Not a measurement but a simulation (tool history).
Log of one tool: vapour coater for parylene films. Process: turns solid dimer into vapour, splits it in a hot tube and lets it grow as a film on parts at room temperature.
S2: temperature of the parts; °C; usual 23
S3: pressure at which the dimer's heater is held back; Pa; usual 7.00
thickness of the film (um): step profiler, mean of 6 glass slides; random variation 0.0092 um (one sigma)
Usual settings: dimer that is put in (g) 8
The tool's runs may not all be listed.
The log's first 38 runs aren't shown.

run 39 hour=469.2 | dimer_that_is_put_in_(g)=13 S2=31 S3=10.73 | thickness_of_the_film_(um)=2.267
run 40 hour=485.6 | dimer_that_is_put_in_(g)=8 S2=23 S3=7.00 | thickness_of_the_film_(um)=1.815
run 41 hour=502.3 | dimer_that_is_put_in_(g)=8 S2=23 S3=7.00 | thickness_of_the_film_(um)=1.834
run 42 hour=518.5 | dimer_that_is_put_in_(g)=8 S2=23 S3=8.97 | thickness_of_the_film_(um)=1.806
run 43 hour=528.2 | dimer_that_is_put_in_(g)=5 S2=23 S3=7.00 | thickness_of_the_film_(um)=1.141
run 44 hour=537.0 | dimer_that_is_put_in_(g)=5 S2=26 S3=2.40 | thickness_of_the_film_(um)=1.130
run 45 hour=547.6 | dimer_that_is_put_in_(g)=12 S2=19 S3=4.63 | thickness_of_the_film_(um)=3.231
run 46 hour=558.9 | dimer_that_is_put_in_(g)=12 S2=19 S3=4.63 | thickness_of_the_film_(um)=3.264
run 47 hour=573.8 | dimer_that_is_put_in_(g)=4 S2=21 S3=3.19 | thickness_of_the_film_(um)=1.036

4 ways to go on from here, each from the tool as it stands after run 47. What would each give?
run A hour=582.9 | dimer_that_is_put_in_(g)=10 S2=20 S3=4.17 | thickness_of_the_film_(um)=?
run B hour=582.9 | dimer_that_is_put_in_(g)=6 S2=32 S3=4.16 | thickness_of_the_film_(um)=?
run C hour=582.9 | dimer_that_is_put_in_(g)=4 S2=23 S3=3.49 | thickness_of_the_film_(um)=?
run D hour=582.9 | dimer_that_is_put_in_(g)=4 S2=22 S3=3.19 | thickness_of_the_film_(um)=?

run=A thickness_of_the_film_(um)=2.634
run=B thickness_of_the_film_(um)=1.085
run=C thickness_of_the_film_(um)=0.977
run=D thickness_of_the_film_(um)=1.006
Without the tool's hidden state the same runs would have given:
run=A thickness_of_the_film_(um)=2.637
run=B thickness_of_the_film_(um)=1.086
run=C thickness_of_the_film_(um)=0.978
run=D thickness_of_the_film_(um)=1.007
